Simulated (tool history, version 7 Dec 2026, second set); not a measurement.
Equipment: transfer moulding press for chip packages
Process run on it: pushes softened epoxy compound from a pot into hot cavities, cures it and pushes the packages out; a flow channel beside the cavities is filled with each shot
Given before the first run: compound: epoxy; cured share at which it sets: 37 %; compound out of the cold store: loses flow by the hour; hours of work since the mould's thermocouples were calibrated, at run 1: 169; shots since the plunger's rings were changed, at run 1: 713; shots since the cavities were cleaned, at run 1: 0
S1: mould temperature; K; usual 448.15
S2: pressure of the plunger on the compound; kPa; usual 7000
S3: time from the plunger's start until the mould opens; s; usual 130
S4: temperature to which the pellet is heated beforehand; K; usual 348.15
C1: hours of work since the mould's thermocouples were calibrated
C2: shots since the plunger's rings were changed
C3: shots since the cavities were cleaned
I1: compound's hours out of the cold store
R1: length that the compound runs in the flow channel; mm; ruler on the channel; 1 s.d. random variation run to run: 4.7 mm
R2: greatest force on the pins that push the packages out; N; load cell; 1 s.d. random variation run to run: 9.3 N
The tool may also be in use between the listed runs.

| run | hour | S1 | S2 | S3 | S4 | C1 | C2 | C3 | I1 | R1 | R2 |
|---|---|---|---|---|---|---|---|---|---|---|---|
| 1 | 0.0 | 448.15 | 7000 | 130 | 348.15 | 169 | 713 | 0 | 22.8 | 582 | 404 |
| 2 | 8.0 | 448.15 | 7000 | 130 | 348.15 | 174 | 794 | 81 | 24.2 | 574 | 404 |
| 3 | 14.1 | 448.15 | 7000 | 122 | 348.15 | 178 | 855 | 142 | 42.0 | 527 | 432 |
| 4 | 26.1 | 448.15 | 7000 | 122 | 348.15 | 186 | 976 | 263 | 33.8 | 544 | 421 |
| 5 | 34.0 | 441.15 | 7000 | 130 | 348.15 | 191 | 1055 | 342 | 20.4 | 613 | 567 |
| 6 | 40.7 | 441.15 | 7000 | 130 | 348.15 | 195 | 1122 | 409 | 22.8 | 589 | 564 |
| 7 | 47.0 | 441.15 | 7000 | 130 | 348.15 | 199 | 1186 | 473 | 8.1 | 642 | 583 |
| 8 | 59.0 | 448.15 | 6210 | 130 | 348.15 | 207 | 1307 | 594 | 30.2 | 532 | 414 |
| 9 | 65.4 | 448.15 | 6210 | 130 | 348.15 | 211 | 1371 | 658 | 29.4 | 525 | 414 |
| 10 | 71.2 | 448.15 | 6210 | 130 | 348.15 | 215 | 1429 | 716 | 43.7 | 487 | 401 |
| 11 | 82.9 | 448.15 | 7000 | 130 | 348.15 | 222 | 1547 | 834 | 8.7 | 622 | 420 |
|  | 89.1 | cavities cleaned with cleaning compound and waxed |
| 12 | 92.2 | 448.15 | 7000 | 130 | 348.15 | 227 | 1625 | 31 | 17.9 | 593 | 424 |
| 13 | 101.6 | 448.15 | 7000 | 158 | 348.15 | 233 | 1719 | 125 | 38.0 | 536 | 407 |
| 14 | 109.9 | 448.15 | 7000 | 158 | 348.15 | 239 | 1804 | 210 | 24.5 | 575 | 405 |

Forecast run 15:
| 15 | 121.5 | 442.15 | 6610 | 152 | 353.15 | 246 | 1920 | 326 | 14.9 | ? | ? |

R1: 600 mm
R2: 463 N
With the hidden condition absent and the run-to-run variation left alone, this run would have shown R1 601 mm, R2 461 N.

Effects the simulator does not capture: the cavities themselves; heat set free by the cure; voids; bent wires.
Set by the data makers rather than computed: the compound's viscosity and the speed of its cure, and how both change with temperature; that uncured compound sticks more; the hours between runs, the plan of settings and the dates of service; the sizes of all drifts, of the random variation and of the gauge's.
